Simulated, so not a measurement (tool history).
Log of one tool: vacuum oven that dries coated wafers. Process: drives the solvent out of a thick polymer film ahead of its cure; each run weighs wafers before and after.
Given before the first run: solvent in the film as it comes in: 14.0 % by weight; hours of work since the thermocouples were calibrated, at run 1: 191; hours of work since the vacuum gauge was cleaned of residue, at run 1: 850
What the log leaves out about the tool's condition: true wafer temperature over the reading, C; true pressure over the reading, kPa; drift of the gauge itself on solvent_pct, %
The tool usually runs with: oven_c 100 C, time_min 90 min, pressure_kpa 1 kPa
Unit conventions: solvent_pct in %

run	hour	oven_c	time_min	pressure_kpa	hours of work since the thermocouples were calibrated	hours of work since the vacuum gauge was cleaned of residue	solvent_pct
1	0	100	90	1	191	850	2.27
2	42.1	100	90	1	216	875	2.29
3	62.7	100	90	1	228	888	2.29
4	85.5	100	90	1	242	901	2.3
5	125.5	100	90	1	266	925	2.33
6	151.4	100	90	1	281	941	2.35
7	178.9	100	90	1	298	957	2.32
8	206.5	100	90	1	314	973	2.31
9	240.1	100	90	1	334	994	2.33
10	280.2	100	90	1	358	1017	2.34
11	307.2	100	90	1	374	1034	2.35
12	344.8	100	90	1	397	1056	2.34
13	375.2	100	90	1	415	1074	2.35
14	423.1	100	90	1	443	1103	2.39
15	461.1	100	90	1	466	1126	2.39
16	483.6	100	90	0.62	480	1139	2.25
# hour 488: vacuum gauge cleaned of residue and calibrated
17	515.8	100	90	0.62	498	17	2.3
18	558.4	100	90	1	523	42	2.42
19	600.6	100	90	1	549	67	2.45
20	634.6	100	90	1	569	88	2.44
21	678.3	100	90	1	595	114	2.45
22	719.8	100	90	1	620	139	2.47
23	764.2	100	90	1.05	646	165	2.5
# hour 778.1: vacuum gauge cleaned of residue and calibrated, once more
24	811.7	100	90	1	674	20	2.35
25	842.2	100	80	2.8	692	38	3.28
26	887.8	100	80	2.8	719	66	3.27
27	931.8	93	60	1.22	746	92	5.83
28	974.4	93	60	1.22	771	117	5.8
29	996.8	102	90	1	784	131	1.97
30	1034.5	102	90	1	807	153	1.93
31	1075.4	100	73	3.49	831	178	3.86
32	1103.4	97	47	0.69	848	194	5.61
33	1130.5	97	47	0.69	864	211	5.62

Run 34 is up next; what results do you expect?
34	1163.6	98	91	1.07	884	230	?

solvent_pct: 2.86 %
Had the tool carried no hidden state, the very same run would have given solvent_pct 2.57 %.
